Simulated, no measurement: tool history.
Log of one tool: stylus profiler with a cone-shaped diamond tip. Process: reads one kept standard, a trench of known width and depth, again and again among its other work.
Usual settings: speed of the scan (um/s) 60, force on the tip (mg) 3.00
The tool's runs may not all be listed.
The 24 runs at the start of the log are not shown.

run	hour	speed of the scan (um/s)	force on the tip (mg)	scans with this tip	hours of work since the height scale was calibrated	depth of the trench (nm)	width of the trench's floor (nm)
25	1438.9	86	1.40	23347	235	504.83	93460
26	1499.4	86	1.40	23836	276	504.86	93370
27	1556.9	94	7.42	24301	315	514.30	93440
28	1626.0	71	1.06	24860	362	504.14	93430
29	1683.3	71	1.06	25322	401	504.15	93310
30	1718.6	30	3.00	25608	425	508.02	93480
31	1787.1	60	1.20	26161	472	504.38	93370
32	1835.4	41	1.40	26552	504	505.05	93300
33	1884.3	65	5.21	26947	538	511.60	93340
34	1921.4	81	3.18	27247	563	508.38	93240
35	1999.6	81	3.18	27879	616	508.48	93250
36	2069.4	81	3.18	28443	664	508.50	93170
37	2119.9	148	1.77	28851	698	505.98	92970
38	2165.1	177	2.44	29217	729	507.19	92990
39	2201.6	22	2.30	29512	754	506.94	93200
40	2283.9	22	2.30	30177	810	507.07	93200
# hour 2335.8: height scale calibrated on a step standard
41	2355.0	15	1.11	30748	13	503.78	93150
# hour 2385.3: new tip fitted, height scale calibrated
42	2429.5	48	2.47	358	30	506.53	95510
43	2468.1	29	3.00	670	56	507.41	95550
44	2537.8	174	3.18	1233	104	507.90	95240

Predict each of these 3 candidate next runs independently; none follows another, all start after run 44:
A	2583.8	92	3.18	1605	135	?	?
B	2583.8	174	2.21	1605	135	?	?
C	2583.8	116	2.07	1605	135	?	?

run	depth of the trench (nm)	width of the trench's floor (nm)
A	507.92	95270
B	506.06	95110
C	505.84	95280
The same runs, with their run-to-run variation unchanged, on a tool lacking any hidden condition would have given:
run	depth of the trench (nm)	width of the trench's floor (nm)
A	508.06	95450
B	506.20	95290
C	505.98	95460
